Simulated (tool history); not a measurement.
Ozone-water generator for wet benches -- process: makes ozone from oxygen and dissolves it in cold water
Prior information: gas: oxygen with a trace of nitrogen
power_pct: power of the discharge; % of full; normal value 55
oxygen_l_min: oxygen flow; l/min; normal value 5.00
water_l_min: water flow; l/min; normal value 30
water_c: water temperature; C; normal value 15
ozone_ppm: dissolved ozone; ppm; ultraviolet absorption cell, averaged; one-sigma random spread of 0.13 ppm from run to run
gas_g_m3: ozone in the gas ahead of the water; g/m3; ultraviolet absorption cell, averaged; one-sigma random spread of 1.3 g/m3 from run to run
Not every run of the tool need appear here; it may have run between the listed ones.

run,hour,power_pct,oxygen_l_min,water_l_min,water_c,ozone_ppm,gas_g_m3
1,0.0,55,5.00,30,15,16.1,232.3
2,95.2,78,5.00,30,15,20.3,295.8
3,152.6,78,5.00,30,15,20.4,292.6
4,222.0,55,5.00,30,15,16.1,236.0
5,271.7,55,8.85,30,15,17.8,185.1
6,325.8,55,5.00,45,15,10.2,234.4
7,406.9,55,5.00,45,15,10.0,236.1
8,497.3,55,5.00,45,15,10.0,236.1
# hour 550.4: water thermometer calibrated
9,561.2,55,5.00,45,15,10.1,231.8
10,602.5,55,5.00,30,9,17.2,234.7
11,652.2,55,5.00,30,15,16.2,235.3
12,745.2,80,5.00,30,15,20.6,297.0
13,806.5,55,5.00,30,15,16.1,232.7
14,855.9,55,5.00,30,15,16.2,235.6
15,902.0,55,3.68,30,15,14.9,268.0
16,990.6,55,3.68,18,15,25.7,269.8
17,1043.2,55,3.68,18,15,25.7,265.4
18,1093.2,55,5.00,33,14,14.8,235.5
19,1178.2,99,5.80,32,19,21.6,321.4
20,1266.1,99,5.80,32,19,21.6,320.0
21,1352.4,55,6.71,31,8,17.9,206.2
22,1424.7,55,6.71,31,8,18.3,204.2
23,1509.2,50,8.67,22,12,23.4,171.6
24,1549.4,50,8.67,22,12,23.3,172.9
25,1614.6,50,8.67,22,12,22.9,172.2
26,1707.8,65,8.67,22,13,27.0,203.9
27,1751.4,68,5.24,31,7,19.6,262.8
28,1800.6,68,5.24,19,7,32.8,263.5
29,1840.7,54,5.61,19,7,28.5,222.0
30,1917.1,70,7.09,18,15,32.1,234.2
31,1979.5,70,7.09,18,15,32.4,232.0
# hour 2009.3: contactor cleaned
32,2076.8,69,4.63,42,12,13.0,281.1

Here are 3 independent what-if runs from the current tool condition. What would each one return?
A,2122.2,64,6.41,25,12,?,?
B,2122.2,70,8.87,42,12,?,?
C,2122.2,69,4.63,20,12,?,?

run,ozone_ppm,gas_g_m3
A,23.6,232.1
B,15.3,211.7
C,28.9,280.5
Had the tool no hidden state, the same runs would have come out as:
run,ozone_ppm,gas_g_m3
A,23.6,232.3
B,15.3,211.9
C,29.0,280.8
